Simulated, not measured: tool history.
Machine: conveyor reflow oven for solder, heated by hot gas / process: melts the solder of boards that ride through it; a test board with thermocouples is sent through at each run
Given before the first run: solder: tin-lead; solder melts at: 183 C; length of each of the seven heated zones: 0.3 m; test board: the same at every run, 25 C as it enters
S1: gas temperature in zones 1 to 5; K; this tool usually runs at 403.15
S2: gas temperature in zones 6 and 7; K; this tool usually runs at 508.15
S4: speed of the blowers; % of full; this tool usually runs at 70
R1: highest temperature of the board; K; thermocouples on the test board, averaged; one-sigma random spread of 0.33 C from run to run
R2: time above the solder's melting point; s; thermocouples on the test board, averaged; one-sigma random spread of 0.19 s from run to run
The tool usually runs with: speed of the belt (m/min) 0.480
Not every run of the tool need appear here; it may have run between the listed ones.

Run 1, day 0.000: usual settings. Result: R1 492.75 K, R2 56.5 s.
Run 2, day 2.396: usual settings. Result: R1 493.15 K, R2 56.6 s.
Run 3, day 4.604: usual settings but speed of the belt (m/min) 0.534. Result: R1 489.45 K, R2 47.6 s.
Run 4, day 6.904: usual settings but S4 68 % of full. Result: R1 492.55 K, R2 55.9 s.
Run 5, day 8.300: usual settings but S4 68 % of full. Result: R1 491.95 K, R2 56.1 s.
Run 6, day 10.333: usual settings but S2 502.15 K, S4 68 % of full. Result: R1 486.05 K, R2 51.7 s.
At day 11.058: thermocouples of zones 6 and 7 changed.
Run 7, day 12.512: usual settings but S2 502.15 K, S4 68 % of full. Result: R1 487.55 K, R2 52.5 s.
Run 8, day 14.517: usual settings but S2 507.15 K. Result: R1 491.85 K, R2 56.0 s.
Run 9, day 16.946: usual settings but S2 520.15 K. Result: R1 503.65 K, R2 63.6 s.
Run 10, day 20.317: usual settings but speed of the belt (m/min) 0.445. Result: R1 494.95 K, R2 63.0 s.
Run 11, day 23.125: usual settings but speed of the belt (m/min) 0.445. Result: R1 494.75 K, R2 62.8 s.
Run 12, day 26.162: usual settings but S2 516.15 K. Result: R1 499.45 K, R2 61.0 s.
Run 13, day 27.596: usual settings but S1 406.15 K, S2 511.15 K, S4 72 % of full. Result: R1 495.75 K, R2 59.5 s.
Run 14, day 29.429: usual settings but S1 408.15 K, S2 499.15 K, speed of the belt (m/min) 0.400, S4 71 % of full. Result: R1 489.65 K, R2 69.2 s.
Run 15, day 32.042: usual settings but S1 408.15 K, S2 499.15 K, speed of the belt (m/min) 0.400, S4 71 % of full. Result: R1 489.45 K, R2 68.9 s.
Run 16, day 34.262: usual settings but S1 408.15 K, S2 499.15 K, speed of the belt (m/min) 0.400, S4 71 % of full. Result: R1 489.75 K, R2 69.1 s.
Run 17, day 36.842: usual settings but S1 404.15 K, speed of the belt (m/min) 0.390. Result: R1 497.75 K, R2 75.9 s.
At day 37.775: flux residue cleaned out of gas plates and filters.
Run 18, day 39.450: usual settings but S1 412.15 K, S4 53 % of full. Result: R1 491.75 K, R2 58.2 s.
Run 19, day 41.600: usual settings but S1 412.15 K, S4 53 % of full. Result: R1 491.55 K, R2 58.3 s.
Run 20, day 42.996: usual settings but S1 400.15 K, S4 57 % of full. Result: R1 490.45 K, R2 53.5 s.
Run 21, day 45.254: usual settings but S1 416.15 K, S4 81 % of full. Result: R1 496.35 K, R2 63.9 s.
Run 22, day 47.092: usual settings but S1 416.15 K, S4 81 % of full. Result: R1 496.45 K, R2 64.0 s.
Run 23, day 49.438: usual settings but S1 416.15 K, speed of the belt (m/min) 0.469, S4 81 % of full. Result: R1 497.15 K, R2 65.9 s.

Consider 3 possible next runs. They are alternatives, not a sequence: every one starts from the tool as it was left by run 23. What does each give?
Run A, day 51.321: usual settings but S1 416.15 K, S2 517.15 K, speed of the belt (m/min) 0.423, S4 55 % of full. Result: R1 ?, R2 ?.
Run B, day 51.321: usual settings but S1 400.15 K, S2 506.15 K, speed of the belt (m/min) 0.395. Result: R1 ?, R2 ?.
Run C, day 51.321: usual settings but S1 416.15 K, S2 506.15 K. Result: R1 ?, R2 ?.

run      R1    R2
  A  503.65  76.9
  B  495.95  72.3
  C  493.05  61.4
The same runs, with their run-to-run variation unchanged, on a tool lacking any hidden condition would have given:
run      R1    R2
  A  504.25  75.8
  B  496.65  71.5
  C  493.75  60.7
